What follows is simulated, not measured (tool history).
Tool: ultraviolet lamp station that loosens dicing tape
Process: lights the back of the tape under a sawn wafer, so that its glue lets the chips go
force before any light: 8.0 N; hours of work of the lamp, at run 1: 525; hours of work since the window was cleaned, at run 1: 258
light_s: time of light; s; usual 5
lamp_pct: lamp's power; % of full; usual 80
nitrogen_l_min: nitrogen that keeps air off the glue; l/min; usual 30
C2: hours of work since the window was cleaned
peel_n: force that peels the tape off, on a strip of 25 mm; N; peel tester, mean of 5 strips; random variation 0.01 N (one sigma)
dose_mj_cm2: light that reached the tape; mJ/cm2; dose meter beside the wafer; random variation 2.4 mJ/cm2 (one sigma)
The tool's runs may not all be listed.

Run 1, day 0.000: usual settings; hours of work of the lamp 525; C2 258. Result: peel_n 0.765 N, dose_mj_cm2 200 mJ/cm2.
Run 2, day 1.192: usual settings; hours of work of the lamp 538; C2 271. Result: peel_n 0.784 N, dose_mj_cm2 203 mJ/cm2.
Run 3, day 2.267: usual settings; hours of work of the lamp 550; C2 283. Result: peel_n 0.790 N, dose_mj_cm2 195 mJ/cm2.
At day 2.458: window cleaned of glue's vapour.
Run 4, day 2.925: usual settings; hours of work of the lamp 557; C2 5. Result: peel_n 0.741 N, dose_mj_cm2 203 mJ/cm2.
Run 5, day 4.071: usual settings; hours of work of the lamp 569; C2 18. Result: peel_n 0.754 N, dose_mj_cm2 204 mJ/cm2.
Run 6, day 5.175: usual settings; hours of work of the lamp 581; C2 30. Result: peel_n 0.751 N, dose_mj_cm2 201 mJ/cm2.
Run 7, day 6.208: usual settings; hours of work of the lamp 592; C2 41. Result: peel_n 0.790 N, dose_mj_cm2 197 mJ/cm2.
Run 8, day 7.429: usual settings; hours of work of the lamp 606; C2 54. Result: peel_n 0.805 N, dose_mj_cm2 195 mJ/cm2.
Run 9, day 8.642: usual settings; hours of work of the lamp 619; C2 67. Result: peel_n 0.810 N, dose_mj_cm2 200 mJ/cm2.
Run 10, day 9.854: usual settings; hours of work of the lamp 632; C2 80. Result: peel_n 0.822 N, dose_mj_cm2 192 mJ/cm2.
Run 11, day 10.996: usual settings; hours of work of the lamp 644; C2 93. Result: peel_n 0.804 N, dose_mj_cm2 191 mJ/cm2.
Run 12, day 11.671: usual settings but light_s 6 s; hours of work of the lamp 652; C2 100. Result: peel_n 0.624 N, dose_mj_cm2 232 mJ/cm2.
Run 13, day 12.471: usual settings but light_s 6 s; hours of work of the lamp 661; C2 109. Result: peel_n 0.611 N, dose_mj_cm2 227 mJ/cm2.
Run 14, day 13.346: usual settings but light_s 6 s; hours of work of the lamp 670; C2 118. Result: peel_n 0.610 N, dose_mj_cm2 225 mJ/cm2.
Run 15, day 13.967: usual settings but light_s 6 s, lamp_pct 66 % of full, nitrogen_l_min 14 l/min; hours of work of the lamp 677; C2 125. Result: peel_n 1.391 N, dose_mj_cm2 186 mJ/cm2.
Run 16, day 15.133: usual settings but light_s 6 s, lamp_pct 66 % of full, nitrogen_l_min 14 l/min; hours of work of the lamp 689; C2 138. Result: peel_n 1.405 N, dose_mj_cm2 185 mJ/cm2.
Run 17, day 15.679: usual settings but light_s 9 s, lamp_pct 84 % of full, nitrogen_l_min 15 l/min; hours of work of the lamp 695; C2 144. Result: peel_n 0.430 N, dose_mj_cm2 346 mJ/cm2.
Run 18, day 16.483: usual settings but light_s 3 s, lamp_pct 90 % of full, nitrogen_l_min 14 l/min; hours of work of the lamp 704; C2 152. Result: peel_n 2.382 N, dose_mj_cm2 126 mJ/cm2.
Run 19, day 17.162: usual settings but light_s 2 s, lamp_pct 82 % of full, nitrogen_l_min 14 l/min; hours of work of the lamp 711; C2 160. Result: peel_n 3.835 N, dose_mj_cm2 75 mJ/cm2.
Run 20, day 17.892: usual settings but light_s 3 s, lamp_pct 99 % of full, nitrogen_l_min 15 l/min; hours of work of the lamp 719; C2 168. Result: peel_n 2.078 N, dose_mj_cm2 134 mJ/cm2.
Run 21, day 19.188: usual settings but nitrogen_l_min 51 l/min; hours of work of the lamp 733; C2 182. Result: peel_n 0.772 N, dose_mj_cm2 179 mJ/cm2.
Run 22, day 20.442: usual settings but nitrogen_l_min 51 l/min; hours of work of the lamp 747; C2 195. Result: peel_n 0.747 N, dose_mj_cm2 177 mJ/cm2.
Run 23, day 21.604: usual settings but lamp_pct 90 % of full, nitrogen_l_min 11 l/min; hours of work of the lamp 760; C2 208. Result: peel_n 1.424 N, dose_mj_cm2 197 mJ/cm2.
Run 24, day 22.946: usual settings but nitrogen_l_min 37 l/min; hours of work of the lamp 774; C2 223. Result: peel_n 0.886 N, dose_mj_cm2 175 mJ/cm2.

Measured less the same run without the tool's hidden state. The same run-to-run variation is in both; the gauge's scatter may not be:
The hidden state here: lamp's light, % of a new lamp's; light that the window lets through, % of a clean one's; drift of the gauge itself on peel_n, %; drift of the gauge itself on dose_mj_cm2, %.
run  peel_n  dose_mj_cm2
  1  +0.316          -70
  2  +0.333          -72
  3  +0.344          -74
  4  +0.289          -65
  5  +0.301          -67
  6  +0.306          -69
  7  +0.324          -70
  8  +0.341          -72
  9  +0.352          -75
 10  +0.364          -76
 11  +0.370          -78
 12  +0.263          -95
 13  +0.263          -97
 14  +0.269          -97
 15  +0.649          -82
 16  +0.672          -84
 17  +0.156         -161
 18  +0.967          -58
 19  +1.113          -36
 20  +0.925          -66
 21  +0.383          -91
 22  +0.381          -93
 23  +0.748         -107
 24  +0.483          -97
